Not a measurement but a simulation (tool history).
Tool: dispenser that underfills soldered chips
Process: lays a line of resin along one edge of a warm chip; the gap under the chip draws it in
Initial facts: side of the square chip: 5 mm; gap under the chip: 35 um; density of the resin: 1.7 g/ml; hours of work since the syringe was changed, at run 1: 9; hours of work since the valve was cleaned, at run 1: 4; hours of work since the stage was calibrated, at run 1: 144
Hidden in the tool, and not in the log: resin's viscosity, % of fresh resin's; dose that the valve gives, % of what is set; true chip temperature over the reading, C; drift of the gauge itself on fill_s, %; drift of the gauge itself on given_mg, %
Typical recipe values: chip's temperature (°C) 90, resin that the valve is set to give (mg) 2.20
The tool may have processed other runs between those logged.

run	day	chip's temperature (°C)	resin that the valve is set to give (mg)	hours of work since the syringe was changed	hours of work since the valve was cleaned	hours of work since the stage was calibrated	time until the resin shows at the far edge (s)	resin that the valve gave (mg)
1	0.000	90	2.20	9	4	144	62.0	2.195
# day 0.108: new syringe of resin
2	0.238	90	2.20	2	8	147	44.8	2.200
3	0.475	90	2.20	6	12	151	52.3	2.197
4	0.725	90	2.20	10	16	156	65.0	2.195
# day 0.767: new syringe of resin
5	0.875	90	2.20	2	18	158	42.9	2.201
6	1.038	90	2.20	5	21	161	49.5	2.188
7	1.254	90	2.20	8	24	164	58.6	2.180
# day 1.429: new syringe of resin
8	1.525	90	2.20	2	29	168	43.0	2.185
9	1.717	90	2.20	5	32	172	50.4	2.199
10	1.979	92	2.41	9	36	176	57.1	2.370

Run 11 is up next; what results do you expect?
# day 2.100: new syringe of resin
11	2.225	92	2.41	2	40	180	?	?

Run 11 gave time until the resin shows at the far edge (s) 41.8, resin that the valve gave (mg) 2.383.
On a tool with no hidden condition, and with the same random variation, this run would have come out at time until the resin shows at the far edge (s) 36.0, resin that the valve gave (mg) 2.409.

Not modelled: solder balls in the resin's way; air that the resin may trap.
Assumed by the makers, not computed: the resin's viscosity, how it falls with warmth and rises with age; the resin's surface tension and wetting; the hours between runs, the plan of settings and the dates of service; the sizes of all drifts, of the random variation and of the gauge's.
